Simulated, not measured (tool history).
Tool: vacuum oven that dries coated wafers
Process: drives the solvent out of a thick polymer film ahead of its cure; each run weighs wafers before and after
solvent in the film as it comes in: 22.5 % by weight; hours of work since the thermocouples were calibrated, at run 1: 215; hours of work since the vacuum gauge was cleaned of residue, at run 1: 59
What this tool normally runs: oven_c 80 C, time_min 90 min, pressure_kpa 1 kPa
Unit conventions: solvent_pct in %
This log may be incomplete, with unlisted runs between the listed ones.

run	hour	oven_c	time_min	pressure_kpa	hours of work since the thermocouples were calibrated	hours of work since the vacuum gauge was cleaned of residue	solvent_pct
1	0	80	90	1	215	59	1.48
2	24.4	80	90	1	233	77	1.5
3	44.2	80	90	1	247	92	1.45
4	61.9	85	90	1	260	105	0.85
5	84.5	85	90	1	277	121	0.75
6	104.9	85	90	1	292	136	0.74
7	127.3	85	90	3.77	308	153	2.54
8	143.4	85	90	3.77	320	165	2.48
9	154.5	80	90	2.23	328	173	2.33
10	164.8	80	90	2.23	336	180	2.37
11	186.6	71	90	2.23	352	197	5.22
12	202.5	80	90	1	364	208	1.42
13	226.7	80	90	1	381	226	1.5
14	248.5	80	90	1	397	242	1.36
15	273.7	80	90	1	416	261	1.42
16	298.7	80	74	1	434	279	1.94
17	309.9	80	74	1	443	287	1.97
18	321.3	80	74	1	451	296	1.91
19	346.4	80	90	1.7	470	314	1.92
20	370.3	80	46	1	487	332	3.89
21	386.2	80	46	1	499	343	3.95
22	404	80	46	1	512	357	3.93
23	423.3	80	46	1	526	371	3.97
24	436.9	79	74	1	536	381	2.1
25	457.2	79	74	1	551	396	2.04
26	469.2	66	74	1.33	560	405	7.86
27	488.6	66	74	1.33	574	419	7.85

Predict the results of run 28:
28	498.8	87	52	1	582	426	?

solvent_pct: 1.43 %
If the tool had no hidden condition, the same run with the same run-to-run variation would have returned solvent_pct 1.59 %.
